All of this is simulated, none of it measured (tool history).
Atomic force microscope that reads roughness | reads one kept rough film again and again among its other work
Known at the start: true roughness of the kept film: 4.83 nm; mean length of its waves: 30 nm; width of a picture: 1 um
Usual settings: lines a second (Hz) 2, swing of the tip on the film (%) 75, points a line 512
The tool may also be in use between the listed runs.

run,hour,lines a second (Hz),swing of the tip on the film (%),points a line,roughness of the kept film (nm (root mean square))
1,0,2,75,512,3.794
2,46.7,2,75,373,3.761
3,79.7,2,75,786,3.781
4,125.1,2,75,786,3.786
# hour 148.4: new tip fitted
5,173.4,2,56,786,4.186
6,210.6,2,56,786,4.17
7,251.1,2,56,786,4.162
8,298.3,3.75,75,512,3.406
# hour 342.9: new tip fitted
9,349.6,2,75,822,3.806
10,394.3,2,75,284,3.73
11,443,2,75,284,3.761
12,482.8,2,75,284,3.781
13,507.7,2,75,284,3.745
14,533.1,2,75,284,3.776
# hour 537.2: new tip fitted
15,556.2,2,75,284,3.768
16,589.3,2,75,472,3.8
17,633.8,2,76,512,3.782
18,681.2,2,75,345,3.799
19,715.6,2,75,345,3.754
# hour 731.1: new tip fitted
20,768.8,2,75,512,3.807
21,795.2,2,75,512,3.795
22,832.9,2,75,512,3.786
23,860.8,2,75,512,3.795
24,882.4,2,85,512,3.507
25,919.6,2.4,75,512,3.711
# hour 924.9: new tip fitted
26,947.3,0.98,75,512,4.069
27,981.1,0.98,75,512,4.056
28,1032.5,0.98,75,512,4.071
29,1074.1,1.42,77,512,3.941
# hour 1120.1: new tip fitted
30,1127.5,0.96,77,382,4.041
31,1161.9,0.76,81,512,4.086
32,1194,2.47,66,684,3.903
33,1243.6,1.32,58,512,4.189
34,1282.6,2,55,807,4.181
# hour 1318.6: new tip fitted
35,1329.8,0.59,71,295,4.177
36,1355.7,0.67,87,428,3.994
37,1384.2,1.45,69,423,4.041
38,1417.4,1.45,69,423,4.053
39,1445.4,1.45,69,423,4.005
40,1491.5,1.45,69,423,4.036
# hour 1516.4: new tip fitted
41,1539.9,1.13,78,950,3.964
42,1572,3.72,57,512,3.989
43,1611.5,1.05,66,310,4.136
44,1655.9,2,62,289,4.032
45,1692.6,1.33,75,512,3.939
# hour 1713.4: new tip fitted
46,1743.5,1.33,75,512,3.977
47,1767.5,2,73,512,3.874
48,1815.3,0.9,58,328,4.218
49,1853.3,2,56,512,4.127
50,1880.7,2,56,512,4.179
# hour 1909.8: new tip fitted
51,1933.8,2.71,75,386,3.635
52,1966.8,3.61,62,386,3.851
53,2000.8,2.22,75,512,3.771

Measured less the same run without the tool's hidden state. The same run-to-run variation is in both; the gauge's scatter may not be:
The hidden state here: radius of the tip, nm; height scale over the true one, %; drift of the gauge itself on roughness_nm, %.
run,roughness of the kept film (nm (root mean square))
1,-0.005
2,-0.008
3,-0.01
4,-0.014
5,-0.003
6,-0.005
7,-0.009
8,-0.011
9,-0.001
10,-0.005
11,-0.009
12,-0.011
13,-0.013
14,-0.015
15,-0.002
16,-0.005
17,-0.009
18,-0.012
19,-0.015
20,-0.003
21,-0.005
22,-0.008
23,-0.011
24,-0.011
25,-0.015
26,-0.003
27,-0.006
28,-0.01
29,-0.012
30,-0.001
31,-0.004
32,-0.007
33,-0.012
34,-0.015
35,-0.001
36,-0.003
37,-0.006
38,-0.009
39,-0.011
40,-0.014
41,-0.004
42,-0.006
43,-0.009
44,-0.012
45,-0.015
46,-0.003
47,-0.005
48,-0.01
49,-0.013
50,-0.016
51,-0.003
52,-0.006
53,-0.008
